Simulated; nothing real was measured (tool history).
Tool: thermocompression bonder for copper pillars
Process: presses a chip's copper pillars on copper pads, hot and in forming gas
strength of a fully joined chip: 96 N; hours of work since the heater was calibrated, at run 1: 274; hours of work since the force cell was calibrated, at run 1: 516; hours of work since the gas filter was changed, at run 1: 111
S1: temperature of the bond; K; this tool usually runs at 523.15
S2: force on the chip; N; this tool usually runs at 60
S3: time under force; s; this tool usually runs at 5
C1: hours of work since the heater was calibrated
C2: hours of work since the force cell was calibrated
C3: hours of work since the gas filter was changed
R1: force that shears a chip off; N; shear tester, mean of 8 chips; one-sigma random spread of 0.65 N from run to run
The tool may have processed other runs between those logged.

| run | hour | S1 | S2 | S3 | C1 | C2 | C3 | R1 |
|---|---|---|---|---|---|---|---|---|
| 1 | 0 | 523.15 | 60 | 5 | 274 | 516 | 111 | 42.5 |
| 2 | 10.8 | 537.15 | 60 | 5 | 280 | 523 | 117 | 49 |
| 3 | 36.3 | 549.15 | 60 | 5 | 296 | 538 | 133 | 54.1 |
| 4 | 51.6 | 549.15 | 60 | 5 | 305 | 548 | 142 | 54.3 |
| 5 | 71.3 | 523.15 | 60 | 5 | 317 | 560 | 154 | 42.7 |
| 6 | 84.3 | 523.15 | 60 | 3 | 325 | 567 | 162 | 36.2 |
| 7 | 99.2 | 523.15 | 60 | 5 | 334 | 576 | 171 | 42.5 |
| 8 | 116.4 | 523.15 | 60 | 5 | 344 | 587 | 181 | 43.8 |
| 9 | 141.2 | 523.15 | 60 | 5 | 359 | 602 | 196 | 42.7 |
| 10 | 165.3 | 523.15 | 68 | 5 | 374 | 616 | 211 | 47.4 |
| 11 | 187.9 | 523.15 | 68 | 5 | 387 | 630 | 224 | 47 |
| 12 | 199.4 | 496.15 | 60 | 5 | 394 | 637 | 231 | 32.4 |
|  | 201.9 | forming gas filter changed |
| 13 | 224.5 | 496.15 | 60 | 5 | 409 | 652 | 14 | 33.7 |
| 14 | 246.5 | 496.15 | 40 | 5 | 422 | 665 | 27 | 22 |
| 15 | 261.8 | 496.15 | 40 | 5 | 432 | 674 | 36 | 22 |
| 16 | 280 | 497.15 | 55 | 5 | 443 | 685 | 47 | 32.4 |
| 17 | 294.4 | 523.15 | 62 | 5 | 452 | 694 | 56 | 46.4 |
|  | 298.1 | heater calibrated with a thermocouple chip |
| 18 | 319.1 | 502.15 | 60 | 4 | 13 | 708 | 70 | 32.5 |
| 19 | 334.7 | 502.15 | 60 | 4 | 22 | 717 | 79 | 32.3 |
| 20 | 347.3 | 495.15 | 87 | 3 | 30 | 725 | 87 | 39 |
| 21 | 360 | 495.15 | 87 | 3 | 37 | 733 | 94 | 37.7 |
| 22 | 372.2 | 509.15 | 69 | 3 | 45 | 740 | 102 | 36.5 |
|  | 380.4 | heater calibrated with a thermocouple chip, once more |
| 23 | 390.2 | 546.15 | 65 | 5 | 6 | 750 | 111 | 56.1 |
| 24 | 407.6 | 551.15 | 65 | 5 | 16 | 760 | 122 | 57.2 |
| 25 | 418.4 | 551.15 | 46 | 5 | 23 | 767 | 128 | 43.8 |

Each row is a separate what-if for the run after 25, all from the same tool condition, not one after another. Results?
| A | 434.8 | 504.15 | 84 | 4 | 33 | 777 | 138 | ? |
| B | 434.8 | 523.15 | 60 | 6 | 33 | 777 | 138 | ? |
| C | 434.8 | 551.15 | 39 | 5 | 33 | 777 | 138 | ? |
| D | 434.8 | 551.15 | 46 | 4 | 33 | 777 | 138 | ? |

| run | R1 |
|---|---|
| A | 43.1 |
| B | 45.6 |
| C | 38.1 |
| D | 41 |
Stripped of hidden state, with their random variation kept, the same runs would have yielded:
| run | R1 |
|---|---|
| A | 42.6 |
| B | 45 |
| C | 37.5 |
| D | 40.4 |
